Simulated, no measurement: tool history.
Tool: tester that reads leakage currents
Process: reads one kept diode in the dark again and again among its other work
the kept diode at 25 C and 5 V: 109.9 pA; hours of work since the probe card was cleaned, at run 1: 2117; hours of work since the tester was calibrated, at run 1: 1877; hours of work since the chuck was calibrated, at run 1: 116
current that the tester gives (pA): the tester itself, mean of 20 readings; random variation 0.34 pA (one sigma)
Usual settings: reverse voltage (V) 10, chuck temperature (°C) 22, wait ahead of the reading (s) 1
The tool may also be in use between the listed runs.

run     day  reverse voltage (V)  chuck temperature (°C)  wait ahead of the reading (s)  hours of work since the probe card was cleaned  hours of work since the tester was calibrated  hours of work since the chuck was calibrated  current that the tester gives (pA)
  1       0                   10                      22                              1                                            2117                                           1877                                           116                              124.63
  2   2.933                   10                      22                              1                                            2152                                           1913                                           152                              124.25
  3   4.975                   10                      22                              1                                            2177                                           1937                                           176                              124.35
  4       9                   10                      22                              1                                            2226                                           1986                                           225                              124.13
      9.521  -- probe card cleaned and baked
  5  12.346                   10                      22                              1                                              34                                           2025                                           264                              126.47
  6  16.146                   10                      45                           2.85                                              80                                           2071                                           310                               749.2
  7  18.471                  8.6                      45                           0.57                                             108                                           2099                                           338                              702.37
  8  20.804                    4                      53                           0.91                                             136                                           2127                                           366                               942.1
  9   23.25                  1.5                      32                           1.79                                             166                                           2156                                           395                               125.9
 10  25.317                  2.8                      25                           0.53                                             190                                           2181                                           420                               92.08

The same runs without the tool's hidden state, with the same run-to-run variation:
The hidden state here: stray current of the dirty probe card, pA a volt; current scale over the true one, %; true chuck temperature over the reading, C; drift of the gauge itself on leakage_pa, %.
run  current that the tester gives (pA)
  1                              113.81
  2                              113.57
  3                              113.72
  4                              113.63
  5                              113.74
  6                              747.51
  7                              703.09
  8                              955.04
  9                              126.97
 10                               90.35

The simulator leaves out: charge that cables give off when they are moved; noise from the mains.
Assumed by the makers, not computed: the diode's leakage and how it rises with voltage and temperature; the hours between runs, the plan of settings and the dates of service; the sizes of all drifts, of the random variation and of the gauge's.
